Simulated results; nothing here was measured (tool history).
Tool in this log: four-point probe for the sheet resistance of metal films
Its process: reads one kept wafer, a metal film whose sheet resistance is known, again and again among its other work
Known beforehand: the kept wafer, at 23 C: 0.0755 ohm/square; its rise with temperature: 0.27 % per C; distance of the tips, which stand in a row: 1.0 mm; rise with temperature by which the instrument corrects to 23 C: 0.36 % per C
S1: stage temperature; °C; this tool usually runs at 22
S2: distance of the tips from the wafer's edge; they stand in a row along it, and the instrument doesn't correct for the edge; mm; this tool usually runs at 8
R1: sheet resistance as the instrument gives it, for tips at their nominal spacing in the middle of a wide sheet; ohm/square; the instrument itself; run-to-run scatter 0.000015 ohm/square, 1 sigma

run   hour  S1  S2        R1
  1      0  22   8    0.0763
  2   18.8  22   6   0.07679
  3   34.9  22   6  0.076776
  4   66.2  22   6  0.076738
  5   95.6  22   6  0.076775
  6  113.6  22   6  0.076784
  7  142.8  22   6  0.076788
  8  174.6  22   6  0.076745
  9  198.8  22   6  0.076755
 10  230.6  22   6  0.076775
 11  254.5  22   6  0.076734
 12  283.8  22  19  0.075753
 13  305.9  22  19  0.075729
 14    322  22  19  0.075754
 15  336.2  22   8   0.07625
 16  361.6  18   8  0.076539
 17  383.9  22   8   0.07627
 18  414.1  34   8  0.075493
     416.4  -- stage's thermometer calibrated
 19  429.4  25  23  0.075537
 20  447.1  22   8  0.076251
     465.4  -- stage's thermometer calibrated, once more
 21  468.2  22   9  0.076107
 22  494.7  31  22   0.07511
 23  526.2  19   8  0.076439
 24  542.8  31   8  0.075683
 25  557.4  26   3  0.079624
 26  586.4  26   3  0.079581
 27  614.6  27  20  0.075398
 28  628.2  32   8  0.075624
 29  660.1  32   8  0.075594
 30  682.8  27   5  0.076889
 31    697  27   5   0.07687
 32  719.7  28   6  0.076343
 33  740.5  25  30  0.075453
 34  764.6  19  31  0.075831
 35  792.2  26   8  0.075962
 36  817.2  22   8   0.07622

Here are 3 independent what-if runs from the current tool condition. What would each one return?
  A  834.7  24   6   ?
  B  834.7  19   8   ?
  C  834.7  22   3   ?

run        R1
  A  0.076589
  B  0.076422
  C  0.079836
With no hidden state in the tool, these same runs would have given:
run        R1
  A  0.076565
  B  0.076397
  C   0.07981

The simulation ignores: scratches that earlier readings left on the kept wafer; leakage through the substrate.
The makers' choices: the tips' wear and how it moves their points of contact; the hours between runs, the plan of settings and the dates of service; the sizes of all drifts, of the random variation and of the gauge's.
